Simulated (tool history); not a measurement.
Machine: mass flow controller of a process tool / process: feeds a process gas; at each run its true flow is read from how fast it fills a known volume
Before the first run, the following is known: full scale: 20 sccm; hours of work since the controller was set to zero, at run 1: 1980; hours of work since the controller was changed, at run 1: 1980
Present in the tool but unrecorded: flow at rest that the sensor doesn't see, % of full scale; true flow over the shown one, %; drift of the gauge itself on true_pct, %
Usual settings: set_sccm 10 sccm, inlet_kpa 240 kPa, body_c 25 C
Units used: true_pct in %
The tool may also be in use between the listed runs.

run,hour,set_sccm,inlet_kpa,body_c,hours of work since the controller was set to zero,hours of work since the controller was changed,true_pct
1,0,10,240,25,1980,1980,98.45
2,91.3,10,240,25,2015,2015,98.69
3,270,10,240,25,2084,2084,98.86
4,495.9,10,240,25,2171,2171,98.96
5,609.6,10,240,25,2215,2215,98.91
6,759.5,10,240,25,2272,2272,99.1
7,920.6,4,240,25,2335,2335,98.2
8,1045.3,10,240,25,2383,2383,99.24
9,1225.4,10,240,25,2452,2452,99.53
10,1402,10,240,25,2520,2520,99.45
11,1553.5,10,240,25,2579,2579,99.63
12,1758.4,10,155,37,2658,2658,99.62
13,1901,5,240,20,2713,2713,98.86
14,2037.9,15,240,24,2765,2765,100.67
15,2241.8,15,240,24,2844,2844,100.93
16,2456.4,11,210,26,2927,2927,100.25
17,2664.2,8,253,23,3007,3007,99.91
18,2806.2,8,265,31,3062,3062,100.38
19,3022.3,8,265,31,3145,3145,100.64
20,3169.7,10,240,36,3202,3202,101.06
21,3331.1,3,168,33,3264,3264,99.48
22,3504.1,10,168,30,3331,3331,100.66

Here are 3 independent what-if runs from the current tool condition. What would each one return?
# hour 3540.8: gauge calibrated
A,3617.9,10,240,35,3375,3375,?
# hour 3540.8: gauge calibrated
B,3617.9,10,253,25,3375,3375,?
# hour 3540.8: gauge calibrated
C,3617.9,10,156,30,3375,3375,?

run,true_pct
A,99.05
B,98.75
C,98.44
With the hidden condition removed and each run's random variation left untouched, the same runs would have given:
run,true_pct
A,99.01
B,98.72
C,98.41
